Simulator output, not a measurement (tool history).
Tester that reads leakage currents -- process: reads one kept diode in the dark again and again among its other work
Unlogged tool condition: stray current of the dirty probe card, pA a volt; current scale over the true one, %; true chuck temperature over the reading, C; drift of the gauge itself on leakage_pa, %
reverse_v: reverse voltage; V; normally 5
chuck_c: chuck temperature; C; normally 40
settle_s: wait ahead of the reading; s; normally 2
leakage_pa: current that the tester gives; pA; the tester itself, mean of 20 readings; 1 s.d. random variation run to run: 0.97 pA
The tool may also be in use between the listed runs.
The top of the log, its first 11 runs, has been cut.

| run | hour | reverse_v | chuck_c | settle_s | hours of work since the probe card was cleaned | hours of work since the tester was calibrated | hours of work since the chuck was calibrated | leakage_pa |
|---|---|---|---|---|---|---|---|---|
| 12 | 363.4 | 5 | 30 | 2 | 1424 | 1055 | 1055 | 111.82 |
| 13 | 384.7 | 5 | 30 | 2 | 1439 | 1070 | 1070 | 112.14 |
| 14 | 422.7 | 5 | 30 | 2 | 1466 | 1096 | 1096 | 111.38 |
| 15 | 452.4 | 5 | 30 | 2 | 1486 | 1117 | 1117 | 111.11 |
| 16 | 481.7 | 5 | 30 | 2 | 1507 | 1138 | 1138 | 110.43 |
| 17 | 505.3 | 5 | 40 | 0.45 | 1523 | 1154 | 1154 | 271.69 |
| 18 | 531.2 | 5 | 40 | 0.45 | 1542 | 1172 | 1172 | 270.93 |
|  | 535.6 | chuck's temperature calibrated |
| 19 | 567.1 | 5 | 40 | 0.45 | 1565 | 1196 | 22 | 329.27 |
| 20 | 590.6 | 5 | 40 | 0.45 | 1582 | 1213 | 39 | 328.05 |
|  | 603.1 | probe card cleaned and baked |
| 21 | 626.7 | 1.36 | 58 | 7.14 | 17 | 1236 | 62 | 819.04 |
| 22 | 654.2 | 3.56 | 23 | 3.07 | 36 | 1255 | 81 | 58.34 |
| 23 | 676.6 | 3.78 | 51 | 3.07 | 52 | 1271 | 97 | 716.53 |
| 24 | 719.9 | 3.78 | 24 | 3.07 | 82 | 1301 | 127 | 65.46 |
| 25 | 761.8 | 8.11 | 28 | 1.21 | 111 | 1331 | 157 | 132.26 |
| 26 | 797.1 | 3.56 | 21 | 5.35 | 136 | 1355 | 181 | 46.85 |
| 27 | 833.2 | 5.01 | 21 | 0.49 | 161 | 1381 | 207 | 56.42 |
| 28 | 859.3 | 5.01 | 42 | 0.49 | 180 | 1399 | 225 | 375.77 |
| 29 | 897.3 | 5.01 | 42 | 6.87 | 206 | 1425 | 251 | 369.09 |
| 30 | 920.7 | 3 | 33 | 4.53 | 223 | 1442 | 268 | 133.14 |
| 31 | 947.6 | 3.19 | 36 | 4.86 | 242 | 1461 | 287 | 178.7 |

Run 32 is up next; what results do you expect?
| 32 | 982.6 | 3.19 | 36 | 4.86 | 266 | 1485 | 311 | ? |

Run 32 gave leakage_pa 178.41 pA.
Without the tool's hidden state the same run would have given leakage_pa 187.63 pA.

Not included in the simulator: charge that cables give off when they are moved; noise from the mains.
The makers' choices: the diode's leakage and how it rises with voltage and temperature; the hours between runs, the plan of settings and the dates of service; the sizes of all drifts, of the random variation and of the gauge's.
